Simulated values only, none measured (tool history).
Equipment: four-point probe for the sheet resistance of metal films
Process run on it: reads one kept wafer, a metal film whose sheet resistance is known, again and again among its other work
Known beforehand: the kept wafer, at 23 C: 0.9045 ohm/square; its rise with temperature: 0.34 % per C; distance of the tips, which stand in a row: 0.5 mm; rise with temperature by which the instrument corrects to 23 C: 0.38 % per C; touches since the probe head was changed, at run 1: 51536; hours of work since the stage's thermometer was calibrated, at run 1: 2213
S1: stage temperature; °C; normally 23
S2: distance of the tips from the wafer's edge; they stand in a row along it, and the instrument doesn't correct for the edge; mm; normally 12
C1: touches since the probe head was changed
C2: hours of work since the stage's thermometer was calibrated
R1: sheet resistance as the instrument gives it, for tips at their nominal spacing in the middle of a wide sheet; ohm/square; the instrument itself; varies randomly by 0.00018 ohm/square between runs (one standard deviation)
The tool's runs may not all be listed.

Run 1, hour 0: usual settings; C1 51536; C2 2213. Result: R1 0.898221 ohm/square.
Run 2, hour 24.9: usual settings; C1 52427; C2 2230. Result: R1 0.897923 ohm/square.
Run 3, hour 46.2: usual settings; C1 53189; C2 2245. Result: R1 0.898125 ohm/square.
Run 4, hour 80.7: usual settings; C1 54426; C2 2269. Result: R1 0.898029 ohm/square.
Run 5, hour 127.2: usual settings; C1 56093; C2 2301. Result: R1 0.89751 ohm/square.
Run 6, hour 154.2: usual settings but S1 19 °C; C1 57059; C2 2320. Result: R1 0.898979 ohm/square.
Run 7, hour 194.2: usual settings but S1 19 °C, S2 11 mm; C1 58492; C2 2347. Result: R1 0.899218 ohm/square.
Run 8, hour 243.6: usual settings but S1 26 °C; C1 60260; C2 2382. Result: R1 0.896243 ohm/square.
Run 9, hour 279.2: usual settings but S1 26 °C; C1 61536; C2 2406. Result: R1 0.896251 ohm/square.
Run 10, hour 313.4: usual settings but S2 7 mm; C1 62760; C2 2430. Result: R1 0.898907 ohm/square.
Run 11, hour 353.9: usual settings but S1 28 °C, S2 7 mm; C1 64211; C2 2458. Result: R1 0.896946 ohm/square.
At hour 361.9: stage's thermometer calibrated.
Run 12, hour 388.3: usual settings but S1 28 °C, S2 7 mm; C1 65424; C2 18. Result: R1 0.899545 ohm/square.
Run 13, hour 418.4: usual settings but S1 18 °C, S2 9 mm; C1 66503; C2 39. Result: R1 0.901636 ohm/square.
Run 14, hour 446.7: usual settings but S1 20 °C, S2 8 mm; C1 67517; C2 59. Result: R1 0.901584 ohm/square.
Run 15, hour 476.2: usual settings but S1 30 °C, S2 42 mm; C1 68571; C2 79. Result: R1 0.895957 ohm/square.
Run 16, hour 521.1: usual settings but S1 30 °C, S2 42 mm; C1 70182; C2 110. Result: R1 0.895584 ohm/square.
Run 17, hour 558.2: usual settings but S1 31 °C, S2 50 mm; C1 71511; C2 136. Result: R1 0.895382 ohm/square.

Per-run results on a tool with no hidden state, each run keeping its own random variation:
The tool's hidden condition here consists of: inner tips' distance over the nominal, %; tips' flats over new ones', %; wafer's true temperature over the reading, C; drift of the gauge itself on sheet_ohm, %.
run        R1
  1  0.905427
  2  0.905201
  3  0.905472
  4  0.905472
  5  0.905089
  6   0.90668
  7  0.907044
  8  0.904128
  9  0.904246
 10  0.907048
 11  0.905151
 12   0.90546
 13  0.907651
 14  0.907677
 15  0.902099
 16  0.901865
 17   0.90177

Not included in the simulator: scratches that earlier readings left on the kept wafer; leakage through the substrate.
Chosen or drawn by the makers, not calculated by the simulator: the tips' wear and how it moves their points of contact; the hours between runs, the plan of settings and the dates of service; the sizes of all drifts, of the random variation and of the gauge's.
